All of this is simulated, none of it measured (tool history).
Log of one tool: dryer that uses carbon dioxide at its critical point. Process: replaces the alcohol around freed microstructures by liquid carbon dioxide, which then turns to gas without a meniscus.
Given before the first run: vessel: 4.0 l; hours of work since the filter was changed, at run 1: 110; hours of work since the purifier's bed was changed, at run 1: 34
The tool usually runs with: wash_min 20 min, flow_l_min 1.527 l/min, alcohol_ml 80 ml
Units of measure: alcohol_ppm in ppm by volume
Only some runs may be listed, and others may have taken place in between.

run   hour  wash_min  flow_l_min  alcohol_ml  hours of work since the filter was changed  hours of work since the purifier's bed was changed  alcohol_ppm
  1      0        20       1.527          80                                         110                                                  34           59
  2   10.1        20       1.527          80                                         114                                                  38           52
  3   19.1        20       1.527          80                                         118                                                  42           51
  4   34.2        20       1.527          80                                         124                                                  48           54
  5   49.8        20       1.527          80                                         130                                                  54           64
  6   63.2        25       1.527          80                                         136                                                  59           20
  7   73.2        25       1.527          80                                         140                                                  63           21
  8     84        19       1.527          80                                         144                                                  68           77
  9   94.3        19       1.527          80                                         148                                                  72           84
 10  105.9        19       1.527          92                                         153                                                  76           90
 11  119.5        18       1.527          80                                         158                                                  82          109
 12  136.2        18       1.527          80                                         165                                                  89          117
 13  143.4        20       1.527          80                                         168                                                  91           64
 14  156.2        20       1.527          80                                         173                                                  97           76
 15  167.3        32       1.527          80                                         177                                                 101           16
 16  183.7        15        1.06          20                                         184                                                 108          268
 17  192.2        15        1.05          46                                         187                                                 111          646
 18  201.7        13        1.31          80                                         191                                                 115          815
 19  217.4        26        1.52          80                                         197                                                 121           27
 20    226        12        1.49          26                                         201                                                 125          241
 21  242.3        22        1.99          42                                         207                                                 131           21
 22  258.2        20        2.54          42                                         214                                                 138           18
 23  266.2        20        2.49          46                                         217                                                 141           13
 24  273.8        20        2.49          46                                         220                                                 144           22
 25  290.2        20        2.52          80                                         227                                                 150           13
 26  300.5        14        1.83          24                                         231                                                 155           75
 27  307.9        19        2.28          21                                         234                                                 158           26
 28  322.3        19       1.527          93                                         240                                                 163          124
 29  337.2        19        1.54          23                                         246                                                 169           42

5 ways to go on from here, each from the tool as it stands after run 29. What would each give?
     346.5  -- inlet filter changed
  A  349.3        15        1.01          80                                           1                                                 174            ?
     346.5  -- inlet filter changed
  B  349.3        21        2.21          94                                           1                                                 174            ?
     346.5  -- inlet filter changed
  C  349.3        14        2.24          48                                           1                                                 174            ?
     346.5  -- inlet filter changed
  D  349.3        19       1.527          67                                           1                                                 174            ?
     346.5  -- inlet filter changed
  E  349.3        28        1.54         106                                           1                                                 174            ?

run  alcohol_ppm
  A          859
  B           25
  C           33
  D           50
  E           24
With no hidden state in the tool, these same runs would have given:
run  alcohol_ppm
  A          828
  B            6
  C           14
  D           30
  E            5

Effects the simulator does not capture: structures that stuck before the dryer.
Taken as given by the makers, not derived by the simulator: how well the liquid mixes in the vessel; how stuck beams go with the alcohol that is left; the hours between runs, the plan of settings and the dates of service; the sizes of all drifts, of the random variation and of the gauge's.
